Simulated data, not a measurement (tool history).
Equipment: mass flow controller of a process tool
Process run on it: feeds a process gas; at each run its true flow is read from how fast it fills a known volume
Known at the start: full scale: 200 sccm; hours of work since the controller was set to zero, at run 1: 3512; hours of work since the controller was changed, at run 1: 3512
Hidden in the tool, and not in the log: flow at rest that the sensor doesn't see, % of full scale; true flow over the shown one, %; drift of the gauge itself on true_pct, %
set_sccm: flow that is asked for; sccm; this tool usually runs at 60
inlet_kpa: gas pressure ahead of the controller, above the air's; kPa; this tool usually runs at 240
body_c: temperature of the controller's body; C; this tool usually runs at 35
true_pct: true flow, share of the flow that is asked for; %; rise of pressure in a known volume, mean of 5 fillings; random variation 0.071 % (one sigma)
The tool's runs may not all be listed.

| run | hour | set_sccm | inlet_kpa | body_c | hours of work since the controller was set to zero | hours of work since the controller was changed | true_pct |
|---|---|---|---|---|---|---|---|
| 1 | 0.0 | 60 | 240 | 35 | 3512 | 3512 | 100.78 |
| 2 | 136.1 | 60 | 240 | 35 | 3553 | 3553 | 100.87 |
| 3 | 347.9 | 60 | 240 | 35 | 3618 | 3618 | 100.90 |
| 4 | 555.7 | 60 | 240 | 35 | 3682 | 3682 | 100.97 |
| 5 | 850.8 | 163 | 240 | 35 | 3772 | 3772 | 101.51 |
| 6 | 998.2 | 60 | 240 | 35 | 3817 | 3817 | 101.09 |
| 7 | 1150.4 | 60 | 240 | 35 | 3863 | 3863 | 101.30 |
| 8 | 1332.2 | 90 | 240 | 35 | 3919 | 3919 | 101.38 |
| 9 | 1484.8 | 60 | 206 | 35 | 3965 | 3965 | 101.22 |
| 10 | 1644.8 | 60 | 240 | 35 | 4014 | 4014 | 101.30 |
| 11 | 1789.8 | 60 | 240 | 35 | 4059 | 4059 | 101.49 |
| 12 | 2089.9 | 60 | 240 | 35 | 4150 | 4150 | 101.63 |
| 13 | 2245.4 | 60 | 240 | 35 | 4198 | 4198 | 101.69 |
| 14 | 2505.0 | 60 | 240 | 35 | 4277 | 4277 | 101.79 |
| 15 | 2679.0 | 60 | 240 | 35 | 4330 | 4330 | 101.81 |
| 16 | 2836.7 | 60 | 149 | 35 | 4378 | 4378 | 101.47 |
| 17 | 3149.0 | 60 | 149 | 35 | 4474 | 4474 | 101.52 |
| 18 | 3331.0 | 37 | 201 | 40 | 4529 | 4529 | 102.29 |
| 19 | 3566.0 | 37 | 201 | 40 | 4601 | 4601 | 102.45 |
| 20 | 3782.8 | 37 | 148 | 38 | 4668 | 4668 | 102.05 |
| 21 | 4086.5 | 53 | 142 | 38 | 4760 | 4760 | 102.23 |
| 22 | 4275.6 | 46 | 261 | 27 | 4818 | 4818 | 101.66 |
| 23 | 4470.4 | 46 | 261 | 27 | 4878 | 4878 | 101.89 |
| 24 | 4733.6 | 46 | 261 | 27 | 4958 | 4958 | 101.97 |
| 25 | 4876.7 | 60 | 240 | 22 | 5002 | 5002 | 101.53 |
| 26 | 5074.0 | 60 | 240 | 22 | 5062 | 5062 | 101.47 |
| 27 | 5381.0 | 104 | 183 | 22 | 5156 | 5156 | 101.46 |
| 28 | 5511.5 | 36 | 252 | 35 | 5196 | 5196 | 103.09 |
| 29 | 5731.0 | 150 | 244 | 35 | 5263 | 5263 | 103.62 |
|  | 5903.2 | gauge calibrated |
| 30 | 5903.2 | 79 | 278 | 29 | 5315 | 5315 | 100.38 |

What differs in the tool's unlogged condition from the final listed run ahead of each entry between runs to the first listed run following it?
After run 29, before run 30: gauge calibrated (hour 5903.2)
  drift of the gauge itself on true_pct, %: 2.37 -> 0
  measured value less the no-hidden-state value, true_pct: +2.41 -> +0.01 %
